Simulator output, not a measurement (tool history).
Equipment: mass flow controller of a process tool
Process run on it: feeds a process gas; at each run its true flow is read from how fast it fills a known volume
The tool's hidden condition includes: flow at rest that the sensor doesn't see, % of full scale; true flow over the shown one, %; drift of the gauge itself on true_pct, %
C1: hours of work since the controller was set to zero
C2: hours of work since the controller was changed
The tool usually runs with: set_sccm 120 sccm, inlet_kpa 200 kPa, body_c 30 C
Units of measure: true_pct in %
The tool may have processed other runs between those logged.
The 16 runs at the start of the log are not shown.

Run 17, hour 3856.4: usual settings but set_sccm 46 sccm, inlet_kpa 187 kPa, body_c 32 C; C1 1895; C2 1895. Result: true_pct 98.36 %.
Run 18, hour 4020: usual settings but set_sccm 160 sccm, inlet_kpa 242 kPa, body_c 32 C; C1 1998; C2 1998. Result: true_pct 98.67 %.
Run 19, hour 4265.9: usual settings but set_sccm 44 sccm, inlet_kpa 242 kPa, body_c 37 C; C1 2152; C2 2152. Result: true_pct 97.49 %.
Run 20, hour 4487.8: usual settings but set_sccm 44 sccm, inlet_kpa 242 kPa, body_c 37 C; C1 2291; C2 2291. Result: true_pct 97.78 %.
Run 21, hour 4822.3: usual settings but set_sccm 119 sccm, inlet_kpa 247 kPa, body_c 20 C; C1 2501; C2 2501. Result: true_pct 99.46 %.
Run 22, hour 5099.6: usual settings but set_sccm 119 sccm, inlet_kpa 247 kPa, body_c 20 C; C1 2675; C2 2675. Result: true_pct 99.19 %.
Run 23, hour 5444.5: usual settings but set_sccm 119 sccm, inlet_kpa 247 kPa, body_c 20 C; C1 2891; C2 2891. Result: true_pct 99.42 %.
Run 24, hour 5690.2: usual settings but set_sccm 119 sccm, inlet_kpa 247 kPa, body_c 20 C; C1 3045; C2 3045. Result: true_pct 99.37 %.
Run 25, hour 5923.7: usual settings but set_sccm 46 sccm, inlet_kpa 141 kPa, body_c 20 C; C1 3191; C2 3191. Result: true_pct 99.87 %.

The next listed run, before its measurement:
Run 26, hour 6139.5: usual settings but set_sccm 46 sccm, inlet_kpa 141 kPa, body_c 20 C; C1 3327; C2 3327. Result: true_pct ?.

Logged for run 26: true_pct 99.89 %.
With the hidden condition absent and the run-to-run variation left alone, this run would have shown true_pct 98.93 %.
